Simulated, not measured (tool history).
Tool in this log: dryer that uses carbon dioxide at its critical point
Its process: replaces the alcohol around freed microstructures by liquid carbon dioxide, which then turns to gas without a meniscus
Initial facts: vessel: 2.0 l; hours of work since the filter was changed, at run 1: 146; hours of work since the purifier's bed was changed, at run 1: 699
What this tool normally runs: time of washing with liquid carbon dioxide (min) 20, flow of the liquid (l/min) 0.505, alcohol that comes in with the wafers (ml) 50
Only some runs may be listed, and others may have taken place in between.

run,hour,time of washing with liquid carbon dioxide (min),flow of the liquid (l/min),alcohol that comes in with the wafers (ml),hours of work since the filter was changed,hours of work since the purifier's bed was changed,alcohol left in the vessel before it's heated (ppm by volume)
1,0,20,0.505,50,146,699,490
2,26.2,20,0.643,50,163,716,284
3,43.7,20,0.643,50,174,727,283
4,60.8,20,0.643,50,185,738,290
5,84.4,20,0.643,50,200,753,297
6,100,20,0.643,50,210,763,297
7,112.8,20,0.643,50,218,771,311
8,142,20,0.643,50,237,790,305
9,164.9,20,0.505,38,251,804,481
10,178.2,20,0.505,38,260,813,460
11,207.9,20,0.505,38,279,832,481
12,228.4,20,0.505,38,292,845,488
13,252.3,20,0.505,50,307,860,591
14,280.7,15,0.505,50,325,878,1305
15,295.6,29,0.505,26,335,888,231
16,323.7,17,0.484,26,353,905,651
17,338.1,32,0.484,75,362,915,281
# hour 342.1: inlet filter changed
18,360.5,20,0.595,50,12,928,354
19,379.2,32,0.63,74,24,940,225
20,400.3,23,0.601,38,37,954,270
21,422.4,23,0.601,110,51,968,365
22,447.5,23,0.393,29,67,984,520
23,475.8,23,0.393,29,85,1002,533
24,497.5,20,0.328,41,99,1016,1424
25,524.4,17,0.474,36,116,1033,809
26,549.7,20,0.505,33,132,1049,467
27,572.3,20,0.505,33,147,1063,497

Below are 5 alternative next runs, each starting from the tool's condition after run 27. Predict each:
A,599.1,25,0.505,47,164,1080,?
B,599.1,25,0.542,23,164,1080,?
C,599.1,15,0.846,21,164,1080,?
D,599.1,20,0.438,38,164,1080,?
E,599.1,18,0.505,47,164,1080,?

run,alcohol left in the vessel before it's heated (ppm by volume)
A,355
B,292
C,312
D,713
E,754
What these runs would have given with no unlogged condition in the tool:
run,alcohol left in the vessel before it's heated (ppm by volume)
A,93
B,43
C,59
D,412
E,448

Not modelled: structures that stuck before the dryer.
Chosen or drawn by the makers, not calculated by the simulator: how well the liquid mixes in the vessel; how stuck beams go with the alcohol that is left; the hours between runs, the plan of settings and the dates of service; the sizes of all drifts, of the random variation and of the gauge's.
